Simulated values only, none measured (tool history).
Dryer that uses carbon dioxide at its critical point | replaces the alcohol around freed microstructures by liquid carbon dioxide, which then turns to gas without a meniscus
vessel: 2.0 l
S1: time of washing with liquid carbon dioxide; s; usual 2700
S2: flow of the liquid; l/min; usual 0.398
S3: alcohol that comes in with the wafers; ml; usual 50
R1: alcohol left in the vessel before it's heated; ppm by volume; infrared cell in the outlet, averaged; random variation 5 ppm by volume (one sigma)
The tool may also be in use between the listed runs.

run    hour    S1     S2   S3   R1
  1     0.0  2700  0.398   50   28
  2    29.1  2700  0.398   50   27
  3    57.2  2700  0.659   50   39
  4    95.9  2700  0.398   50   49
  5   145.6  2700  0.398   50   57
  6   181.6  2700  0.398   50   70
  7   206.1  2700  0.398   50   61
  8   239.8  2700  0.398   50   71
      265.7  -- inlet filter changed
  9   276.9  2700  0.413   50   73
 10   318.6  2700  0.398   36   75
 11   344.9  2700  0.398   36   75
 12   397.4  2700  0.398   36   86
 13   439.3  2700  0.290   36  138
 14   464.8  2700  0.398   50  101
 15   508.7  2700  0.354   50  114
 16   561.8  2700  0.398   50  112
 17   588.0  2700  0.398   50  127
 18   628.4  2700  0.398   35  123
 19   653.3  2700  0.398   50  138
 20   691.3  2700  0.619   50  131
      695.7  -- inlet filter changed
 21   719.8  2700  0.547   50  130
 22   770.2  2700  0.547   50  144
 23   816.8  2700  0.483   50  138
 24   858.2  2700  0.483   50  154
 25   882.4  2700  0.470   75  149
 26   922.1  2700  0.256   35  277
 27   976.3  2700  0.256   35  293
 28  1018.3  4080  0.373  108  168
 29  1068.9  2460  0.415   50  205
 30  1115.8  2460  0.415   50  210
     1125.1  -- inlet filter changed
 31  1141.7  2460  0.415   50  198
 32  1183.9  4080  0.570   50  191
     1209.9  -- purifier's bed changed
 33  1218.7  4080  0.570   50    2
 34  1246.1  4080  0.570   50   15
 35  1279.6  2340  0.309   50  115
 36  1311.3  2340  0.309   50  140
 37  1344.1  2520  0.354   87   81
 38  1390.1  3420  0.253   62  115
 39  1433.5  3420  0.253   62  117
 40  1458.0  3420  0.253   62  119
 41  1501.1  3240  0.253   62  169
 42  1540.2  3240  0.253   62  198
     1556.2  -- inlet filter changed
 43  1589.3  4260  0.368   24   61
 44  1617.3  2700  0.655   55   66
 45  1652.3  2760  0.398   24   74
 46  1690.1  2760  0.350   34   86
 47  1727.0  2760  0.350   34   98

The same runs without the tool's hidden state, with the same run-to-run variation:
The hidden state here: flow that reaches the vessel past the clogged filter, %; alcohol in the recycled carbon dioxide, ppm; drift of the gauge itself on alcohol_ppm, %.
run  R1
  1   7
  2   0
  3  13
  4  10
  5   9
  6  14
  7   2
  8   6
  9  15
 10  10
 11   6
 12   6
 13  36
 14  10
 15  12
 16   4
 17  12
 18   6
 19  13
 20   9
 21   4
 22  10
 23   2
 24  10
 25   1
 26  77
 27  76
 28   0
 29  15
 30  15
 31   8
 32   0
 33   0
 34   9
 35  69
 36  81
 37  33
 38  50
 39  38
 40  33
 41  45
 42  56
 43   5
 44   5
 45   7
 46  13
 47  16

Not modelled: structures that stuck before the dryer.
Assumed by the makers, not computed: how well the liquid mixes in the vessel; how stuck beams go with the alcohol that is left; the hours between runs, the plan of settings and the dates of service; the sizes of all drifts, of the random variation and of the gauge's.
